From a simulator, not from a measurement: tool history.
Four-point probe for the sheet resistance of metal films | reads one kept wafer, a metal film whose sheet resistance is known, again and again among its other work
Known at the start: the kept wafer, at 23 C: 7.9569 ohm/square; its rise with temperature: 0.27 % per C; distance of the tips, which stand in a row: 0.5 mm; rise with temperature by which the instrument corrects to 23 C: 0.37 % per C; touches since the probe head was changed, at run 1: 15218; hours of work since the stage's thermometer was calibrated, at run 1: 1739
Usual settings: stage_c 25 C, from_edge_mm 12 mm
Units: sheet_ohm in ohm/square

run,hour,stage_c,from_edge_mm,touches since the probe head was changed,hours of work since the stage's thermometer was calibrated,sheet_ohm
1,0,25,12,15218,1739,7.95024
2,68.8,25,12,17899,1789,7.951738
3,147.2,25,10,20957,1845,7.952063
4,188.5,25,10,22567,1875,7.951692
5,242.7,25,8,24678,1914,7.958848
6,299,22,70,26875,1955,7.964576

Run 7 comes next. What will it give?
7,384.9,27,7,30223,2017,?

{"run 7": {"sheet_ohm": 7.947539}}
Without the tool's hidden state the same run would have given sheet_ohm 7.947248 ohm/square.
